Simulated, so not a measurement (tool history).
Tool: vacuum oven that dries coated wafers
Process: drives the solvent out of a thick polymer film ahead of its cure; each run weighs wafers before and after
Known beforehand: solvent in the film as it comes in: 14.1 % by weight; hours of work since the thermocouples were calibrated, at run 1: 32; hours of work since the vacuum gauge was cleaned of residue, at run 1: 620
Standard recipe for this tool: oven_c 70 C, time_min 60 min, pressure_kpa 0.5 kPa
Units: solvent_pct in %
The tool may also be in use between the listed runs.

run    hour  oven_c  time_min  pressure_kpa  hours of work since the thermocouples were calibrated  hours of work since the vacuum gauge was cleaned of residue  solvent_pct
  1       0      70        60           0.5                                                     32                                                          620         1.97
  2      64      70        60           0.5                                                     61                                                          649         1.95
  3   169.8      70        60           0.5                                                    110                                                          698            2
  4   276.6      70        60           0.5                                                    158                                                          746         1.97
  5   335.4      70        60         0.375                                                    185                                                          773         1.94
  6   410.3      70        60           0.5                                                    220                                                          808         2.01
  7   458.1      70        60           0.5                                                    242                                                          829         2.05
  8     564      70        60         0.741                                                    290                                                          878         2.17
  9   652.8      70        60         0.741                                                    331                                                          918         2.16
 10   736.7      70        60         0.741                                                    369                                                          957          2.2
 11   838.7      70        60         0.741                                                    416                                                         1003         2.19
 12   891.9      70        60         0.741                                                    440                                                         1028         2.17
 13   968.9      70        60         0.741                                                    475                                                         1063         2.24
 14  1043.8      70        60           0.5                                                    509                                                         1097         2.13
 15  1144.9      70        60           0.5                                                    556                                                         1143         2.13
 16  1204.6      70        60           0.5                                                    583                                                         1171         2.14
 17    1285      70        60           0.5                                                    620                                                         1207         2.16
     1365.5  -- vacuum gauge cleaned of residue and calibrated
 18  1385.2      70        60           0.5                                                    665                                                            9         2.23
 19  1478.2      62        64         0.859                                                    707                                                           52         4.03
 20  1552.4      62        89         1.958                                                    741                                                           85         3.47
     1607.2  -- vacuum gauge cleaned of residue and calibrated, once more
 21  1653.4      62        89         1.958                                                    787                                                           21         3.11
 22    1710      73        85         0.283                                                    813                                                           47          0.7
 23  1816.5      73        77         0.283                                                    861                                                           96         0.79
 24  1902.8      63        37         0.787                                                    901                                                          135         5.65
 25  2005.6      70        32         1.212                                                    948                                                          182         4.77
 26  2074.7      60        42         0.341                                                    979                                                          214         5.87
 27  2171.7      65        42         1.641                                                   1024                                                          258         5.08
 28  2217.7      65        34         0.301                                                   1045                                                          279         5.34
 29  2304.4      65        34         0.301                                                   1084                                                          319         5.45
 30  2391.7      69        34         0.612                                                   1124                                                          359         4.61
 31  2469.1      69        34         0.612                                                   1160                                                          394         4.61
 32  2570.9      69        34         0.612                                                   1206                                                          441         4.62
 33  2621.1      84        49          0.91                                                   1229                                                          464          0.8
 34    2671      67        60         1.168                                                   1252                                                          487         3.12
 35  2733.7      67        32         1.168                                                   1281                                                          515         5.56

Across each entry between runs, compare the hidden state at the last listed run before it with the hidden state at the first listed run after it:
Between runs 17 and 18: vacuum gauge cleaned of residue and calibrated (hour 1365.5)
  true wafer temperature over the reading, C: -0.66 -> -0.72; true pressure over the reading, kPa: 0.463 -> 0.642
  measured less the result without the state, solvent_pct: +0.3 -> +0.38 %
Between runs 20 and 21: vacuum gauge cleaned of residue and calibrated, once more (hour 1607.2)
  true wafer temperature over the reading, C: -0.8 -> -0.85; true pressure over the reading, kPa: 0.673 -> -0.008
  measured less the result without the state, solvent_pct: +0.55 -> +0.2 %
